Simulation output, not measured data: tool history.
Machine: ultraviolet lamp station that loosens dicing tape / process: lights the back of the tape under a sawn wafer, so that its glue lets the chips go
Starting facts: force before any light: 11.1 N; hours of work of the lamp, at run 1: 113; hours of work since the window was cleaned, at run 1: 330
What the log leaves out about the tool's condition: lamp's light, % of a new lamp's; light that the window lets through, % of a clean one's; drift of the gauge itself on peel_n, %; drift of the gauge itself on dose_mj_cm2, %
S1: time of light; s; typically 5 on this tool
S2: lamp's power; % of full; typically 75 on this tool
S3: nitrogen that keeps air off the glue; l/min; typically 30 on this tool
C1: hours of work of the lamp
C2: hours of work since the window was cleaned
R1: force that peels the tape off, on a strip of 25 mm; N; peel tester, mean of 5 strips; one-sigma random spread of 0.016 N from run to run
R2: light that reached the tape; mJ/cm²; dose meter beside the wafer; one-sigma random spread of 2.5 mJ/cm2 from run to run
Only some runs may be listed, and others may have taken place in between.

run	hour	S1	S2	S3	C1	C2	R1	R2
1	0.0	5	75	30	113	330	1.240	261
2	15.4	5	75	30	121	338	1.202	256
3	25.5	8	75	30	126	344	0.365	409
4	37.4	8	75	30	132	350	0.367	401
5	52.9	8	75	30	140	358	0.375	401
6	68.0	5	75	49	148	366	0.957	251
7	80.8	5	75	49	155	372	0.986	250
8	94.8	5	75	49	162	380	0.958	249
9	103.6	5	75	11	167	384	2.442	243
10	112.7	5	75	30	172	389	1.387	251
11	122.5	5	75	30	177	394	1.300	244
12	137.0	4	75	30	184	402	2.056	192
13	146.6	4	75	30	189	407	2.078	193
# hour 154.8: window cleaned of glue's vapour
14	165.4	4	75	30	199	6	2.408	177
15	182.3	4	75	30	208	14	2.422	174
16	193.6	4	75	30	213	20	2.377	176
17	211.7	4	75	30	223	30	2.434	174
18	223.1	4	75	30	229	36	2.541	166
19	233.8	8	75	30	234	41	0.602	339
20	241.7	8	75	30	238	45	0.589	341
21	259.5	4	75	30	248	55	2.508	168
# hour 262.8: window cleaned of glue's vapour, once more
22	271.9	4	75	30	254	5	1.502	231
23	279.7	7	95	10	258	9	0.586	507
24	293.1	4	77	30	265	16	1.414	233
25	304.0	4	77	30	271	21	1.481	232
26	312.4	5	62	26	275	26	1.674	234
27	330.7	5	62	26	285	35	1.574	235
28	343.0	3	75	18	291	42	3.151	169
29	353.2	3	75	18	296	47	3.292	169
30	366.1	5	76	18	303	54	1.410	281
31	382.5	7	93	35	312	62	0.192	475
32	399.2	7	93	35	320	71	0.202	475
33	417.3	9	88	12	330	81	0.328	572
34	428.1	6	96	12	335	86	0.851	424
35	436.5	5	85	31	340	91	0.791	305
36	449.3	4	85	13	346	97	2.194	247
37	466.0	2	87	30	355	106	3.738	121
38	481.1	8	74	30	363	114	0.316	418
39	499.1	7	85	19	372	123	0.530	423
40	512.9	8	75	54	380	130	0.209	428
41	522.8	8	75	54	385	135	0.189	424
42	540.1	9	78	22	394	145	0.292	486
43	555.7	9	78	22	402	153	0.295	483
44	571.3	5	70	30	410	161	1.347	242

A few steps of R1 between consecutive runs. Split each: what settings, incoming material and random variation would produce without the hidden state, and what is left over for the hidden state, along with gauge scatter present in only one of the two compared results (measured, and without hidden state):
Run 18 -> 19: S1 4 -> 8. R1 -1.939 N: hidden state -0.813, all else -1.126.
Run 20 -> 21: S1 8 -> 4. R1 +1.919 N: hidden state +0.841, all else +1.078.
Run 21 -> 22: window cleaned of glue's vapour, once more. R1 -1.006 N: hidden state -1.022, all else +0.016.
Run 37 -> 38: S1 2 -> 8, S2 87 -> 74. R1 -3.422 N: hidden state -0.471, all else -2.951.
